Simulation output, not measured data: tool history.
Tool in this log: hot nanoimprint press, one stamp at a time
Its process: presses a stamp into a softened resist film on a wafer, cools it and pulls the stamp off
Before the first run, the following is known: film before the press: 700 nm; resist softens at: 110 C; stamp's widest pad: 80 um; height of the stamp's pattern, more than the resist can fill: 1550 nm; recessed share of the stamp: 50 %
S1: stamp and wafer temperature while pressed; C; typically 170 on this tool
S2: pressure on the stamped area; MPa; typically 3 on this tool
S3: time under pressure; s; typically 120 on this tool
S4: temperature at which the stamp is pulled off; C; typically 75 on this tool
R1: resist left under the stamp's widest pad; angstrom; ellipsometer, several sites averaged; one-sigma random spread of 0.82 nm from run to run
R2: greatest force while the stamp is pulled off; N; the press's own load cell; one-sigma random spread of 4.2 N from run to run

run 1 hour=0.0 | S1=170 S2=3 S3=120 S4=75 | R1=2687 R2=266
run 2 hour=39.4 | S1=170 S2=3 S3=120 S4=75 | R1=2677 R2=270
run 3 hour=88.0 | S1=170 S2=3 S3=120 S4=75 | R1=2670 R2=270
-- hour=151.0 plate thermocouple calibrated
run 4 hour=151.4 | S1=170 S2=3 S3=120 S4=75 | R1=2704 R2=279
run 5 hour=204.9 | S1=170 S2=3 S3=120 S4=75 | R1=2693 R2=272
-- hour=224.6 stamp cleaned and given a new release coat
run 6 hour=248.2 | S1=170 S2=3 S3=120 S4=75 | R1=2679 R2=217
run 7 hour=309.6 | S1=173 S2=3 S3=120 S4=75 | R1=2273 R2=230
run 8 hour=351.2 | S1=173 S2=3 S3=120 S4=75 | R1=2271 R2=232
run 9 hour=411.3 | S1=173 S2=3 S3=120 S4=75 | R1=2260 R2=241

Run 10 has not been measured yet. What should we expect?
run 10 hour=470.2 | S1=170 S2=3 S3=102 S4=75 | R1=? R2=?

{"run 10": {"R1": 2840, "R2": 238}}
With the hidden condition absent and the run-to-run variation left alone, this run would have shown R1 2878 angstrom, R2 226 N.
